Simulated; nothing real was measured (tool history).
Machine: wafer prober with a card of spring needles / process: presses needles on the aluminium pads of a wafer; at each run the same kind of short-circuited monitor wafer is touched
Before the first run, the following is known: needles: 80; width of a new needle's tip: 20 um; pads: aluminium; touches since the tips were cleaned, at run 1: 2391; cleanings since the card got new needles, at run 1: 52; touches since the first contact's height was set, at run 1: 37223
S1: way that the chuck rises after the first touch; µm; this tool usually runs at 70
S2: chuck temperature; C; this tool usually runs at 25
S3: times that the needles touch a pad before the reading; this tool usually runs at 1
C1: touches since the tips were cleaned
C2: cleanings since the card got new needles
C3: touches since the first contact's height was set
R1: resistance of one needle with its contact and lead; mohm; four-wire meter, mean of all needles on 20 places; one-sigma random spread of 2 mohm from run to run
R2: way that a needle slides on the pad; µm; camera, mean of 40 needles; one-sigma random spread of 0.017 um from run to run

| run | hour | S1 | S2 | S3 | C1 | C2 | C3 | R1 | R2 |
|---|---|---|---|---|---|---|---|---|---|
| 1 | 0 | 70 | 25 | 1 | 2391 | 52 | 37223 | 224 | 9.94 |
|  | 8.1 | tips cleaned on abrasive film |
|  | 20.1 | tips cleaned on abrasive film |
| 2 | 26.2 | 70 | 25 | 1 | 2546 | 54 | 48057 | 219 | 9.97 |
|  | 34.8 | tips cleaned on abrasive film |
|  | 48.8 | tips cleaned on abrasive film |
| 3 | 55.7 | 70 | 25 | 1 | 2849 | 56 | 60205 | 219 | 9.97 |
|  | 62 | tips cleaned on abrasive film |
|  | 76 | tips cleaned on abrasive film |
|  | 89 | tips cleaned on abrasive film |
| 4 | 89.9 | 70 | 25 | 1 | 358 | 59 | 74309 | 217 | 9.98 |
|  | 103.2 | tips cleaned on abrasive film |
|  | 117.1 | tips cleaned on abrasive film |
| 5 | 127.8 | 70 | 77 | 1 | 4449 | 61 | 90022 | 237 | 10 |
|  | 130.9 | tips cleaned on abrasive film |
|  | 137.2 | height of the first contact set anew |
|  | 146 | tips cleaned on abrasive film |
|  | 158.7 | tips cleaned on abrasive film |
| 6 | 160.4 | 70 | 77 | 1 | 731 | 64 | 9578 | 235 | 10 |
|  | 173.2 | tips cleaned on abrasive film |
| 7 | 182.9 | 70 | 77 | 1 | 4032 | 65 | 18867 | 234 | 10.01 |
|  | 186 | tips cleaned on abrasive film |
|  | 199.4 | tips cleaned on abrasive film |
| 8 | 210.4 | 70 | 77 | 1 | 4595 | 67 | 30238 | 239 | 9.98 |
|  | 213.5 | tips cleaned on abrasive film |
|  | 225.6 | tips cleaned on abrasive film |
| 9 | 234.4 | 87 | 25 | 1 | 3657 | 69 | 40128 | 218 | 12.45 |
|  | 240.5 | tips cleaned on abrasive film |
|  | 253.7 | tips cleaned on abrasive film |
|  | 265.7 | tips cleaned on abrasive film |
| 10 | 273.9 | 87 | 25 | 1 | 3418 | 72 | 56450 | 221 | 12.5 |
|  | 278.5 | tips cleaned on abrasive film |
|  | 292.6 | tips cleaned on abrasive film |
| 11 | 293.9 | 70 | 27 | 1 | 524 | 74 | 64672 | 217 | 10.03 |
|  | 304.8 | tips cleaned on abrasive film |
| 12 | 312.1 | 70 | 27 | 1 | 3061 | 75 | 72213 | 220 | 10.01 |

Run 13 comes next. What will it give?
|  | 317.5 | tips cleaned on abrasive film |
|  | 332.6 | tips cleaned on abrasive film |
|  | 345.2 | tips cleaned on abrasive film |
| 13 | 352.6 | 70 | 27 | 1 | 3073 | 78 | 88899 | ? | ? |

R1: 225 mohm
R2: 10.04 µm
The same run, on a tool lacking any hidden state, would have yielded R1 224 mohm, R2 9.94 µm.
